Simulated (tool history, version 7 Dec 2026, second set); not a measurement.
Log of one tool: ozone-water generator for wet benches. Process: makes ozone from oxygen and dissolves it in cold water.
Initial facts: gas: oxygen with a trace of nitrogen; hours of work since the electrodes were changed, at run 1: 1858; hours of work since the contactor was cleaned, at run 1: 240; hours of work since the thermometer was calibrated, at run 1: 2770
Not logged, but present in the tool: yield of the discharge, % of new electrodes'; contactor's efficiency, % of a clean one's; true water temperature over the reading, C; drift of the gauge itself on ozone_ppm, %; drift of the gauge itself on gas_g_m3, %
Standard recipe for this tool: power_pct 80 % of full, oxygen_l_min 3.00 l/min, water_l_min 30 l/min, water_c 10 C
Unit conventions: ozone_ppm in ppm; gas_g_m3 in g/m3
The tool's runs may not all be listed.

run	day	power_pct	oxygen_l_min	water_l_min	water_c	hours of work since the electrodes were changed	hours of work since the contactor was cleaned	hours of work since the thermometer was calibrated	ozone_ppm	gas_g_m3
1	0.000	80	3.00	30	10	1858	240	2770	10.3	176.4
2	3.204	80	3.00	30	17	1919	301	2831	9.8	176.7
3	5.533	80	3.00	30	17	1963	345	2875	9.5	174.8
4	7.596	91	3.00	30	17	2002	384	2914	10.7	197.0
5	9.558	91	3.00	40	17	2040	422	2952	7.6	194.4
6	11.758	80	3.00	30	10	2082	464	2993	10.4	175.1
7	14.925	80	3.00	30	10	2142	524	3054	10.2	174.6
8	16.967	80	3.00	30	10	2181	563	3093	10.2	175.6
9	19.300	83	3.00	30	10	2225	607	3137	10.4	179.4
10	21.354	80	3.00	30	10	2264	646	3176	10.2	172.4
11	24.367	80	3.00	30	10	2322	704	3234	10.1	171.9
12	26.508	80	3.00	30	14	2362	744	3274	9.7	171.4
13	28.808	80	3.00	30	14	2406	788	3318	9.7	171.9
14	30.175	80	3.00	30	14	2432	814	3344	9.7	172.7
15	32.021	80	3.00	30	14	2467	849	3379	9.7	171.8
16	34.996	80	3.00	30	5	2524	906	3436	10.1	171.4
# day 35.208: water thermometer calibrated
17	37.608	54	3.00	30	17	2573	955	46	7.2	124.5
18	40.292	97	2.43	35	5	2624	1006	97	9.1	225.2
19	42.246	43	3.00	20	10	2662	1044	134	9.4	105.4
20	44.308	43	3.00	20	10	2701	1083	173	9.4	104.1
21	47.367	80	5.14	38	14	2759	1141	231	7.8	125.0
22	49.612	80	5.14	38	14	2802	1184	274	8.0	124.8
23	51.538	80	5.14	38	14	2839	1221	311	7.9	125.5
# day 52.296: water thermometer calibrated, once more
24	53.483	55	3.00	44	9	2875	1257	23	4.4	126.1
25	54.879	55	3.00	44	9	2902	1284	49	4.5	126.5
26	57.479	80	3.51	30	6	2951	1333	99	10.4	153.7
27	59.662	80	3.51	30	6	2993	1375	140	10.3	153.7
28	61.625	80	3.51	30	6	3030	1412	178	10.2	153.9
29	64.525	41	3.00	30	10	3085	1467	233	5.7	99.6
30	66.400	80	3.00	30	12	3121	1503	269	9.6	168.8

A few steps of ozone_ppm between consecutive runs. Split each: what settings, incoming material and random variation would produce without the hidden state, and what is left over for the hidden state, along with gauge scatter present in only one of the two compared results (measured, and without hidden state):
Run 25 -> 26: power_pct 55 -> 80, oxygen_l_min 3.00 -> 3.51, water_l_min 44 -> 30, water_c 9 -> 6. ozone_ppm +5.9 ppm: hidden state -1.0, all else +6.9.
Run 28 -> 29: power_pct 80 -> 41, oxygen_l_min 3.51 -> 3.00, water_c 6 -> 10. ozone_ppm -4.5 ppm: hidden state +1.1, all else -5.6.
Run 29 -> 30: power_pct 41 -> 80, water_c 10 -> 12. ozone_ppm +3.9 ppm: hidden state -1.0, all else +4.9.
